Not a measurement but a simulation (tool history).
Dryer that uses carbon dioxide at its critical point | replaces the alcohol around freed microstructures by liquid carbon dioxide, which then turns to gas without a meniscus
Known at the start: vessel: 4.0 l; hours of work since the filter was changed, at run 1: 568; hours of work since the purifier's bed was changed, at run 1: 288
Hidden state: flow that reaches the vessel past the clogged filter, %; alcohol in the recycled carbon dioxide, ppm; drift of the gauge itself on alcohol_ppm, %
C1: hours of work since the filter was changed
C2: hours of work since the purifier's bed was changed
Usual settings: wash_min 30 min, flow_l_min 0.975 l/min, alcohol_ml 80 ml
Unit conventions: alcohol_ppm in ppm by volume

run 1 hour=0.0 | wash_min=30 flow_l_min=0.975 alcohol_ml=80 | C1=568 C2=288 | alcohol_ppm=110
run 2 hour=8.5 | wash_min=30 flow_l_min=0.975 alcohol_ml=80 | C1=572 C2=293 | alcohol_ppm=106
run 3 hour=21.4 | wash_min=30 flow_l_min=0.975 alcohol_ml=80 | C1=580 C2=300 | alcohol_ppm=111
run 4 hour=33.4 | wash_min=30 flow_l_min=0.975 alcohol_ml=80 | C1=586 C2=306 | alcohol_ppm=109
run 5 hour=44.8 | wash_min=30 flow_l_min=0.975 alcohol_ml=102 | C1=592 C2=312 | alcohol_ppm=126
-- hour=50.6 inlet filter changed
run 6 hour=61.0 | wash_min=30 flow_l_min=0.832 alcohol_ml=80 | C1=6 C2=321 | alcohol_ppm=101
run 7 hour=73.3 | wash_min=30 flow_l_min=0.585 alcohol_ml=31 | C1=12 C2=327 | alcohol_ppm=165
run 8 hour=82.6 | wash_min=30 flow_l_min=0.585 alcohol_ml=31 | C1=17 C2=333 | alcohol_ppm=152
run 9 hour=97.0 | wash_min=20 flow_l_min=0.585 alcohol_ml=27 | C1=25 C2=340 | alcohol_ppm=462
run 10 hour=108.7 | wash_min=20 flow_l_min=0.585 alcohol_ml=27 | C1=32 C2=347 | alcohol_ppm=442
run 11 hour=118.7 | wash_min=20 flow_l_min=0.585 alcohol_ml=27 | C1=37 C2=352 | alcohol_ppm=454

5 options for the next run, each taken on its own from the tool as it stands now. Forecast them:
run A hour=131.9 | wash_min=30 flow_l_min=0.922 alcohol_ml=73 | C1=44 C2=359 | alcohol_ppm=?
run B hour=131.9 | wash_min=40 flow_l_min=0.743 alcohol_ml=110 | C1=44 C2=359 | alcohol_ppm=?
run C hour=131.9 | wash_min=20 flow_l_min=1.070 alcohol_ml=36 | C1=44 C2=359 | alcohol_ppm=?
run D hour=131.9 | wash_min=34 flow_l_min=0.975 alcohol_ml=21 | C1=44 C2=359 | alcohol_ppm=?
run E hour=131.9 | wash_min=20 flow_l_min=1.572 alcohol_ml=27 | C1=44 C2=359 | alcohol_ppm=?

run=A alcohol_ppm=86
run=B alcohol_ppm=78
run=C alcohol_ppm=120
run=D alcohol_ppm=75
run=E alcohol_ppm=70
With the hidden condition removed and each run's random variation left untouched, the same runs would have given:
run=A alcohol_ppm=24
run=B alcohol_ppm=19
run=C alcohol_ppm=57
run=D alcohol_ppm=15
run=E alcohol_ppm=11
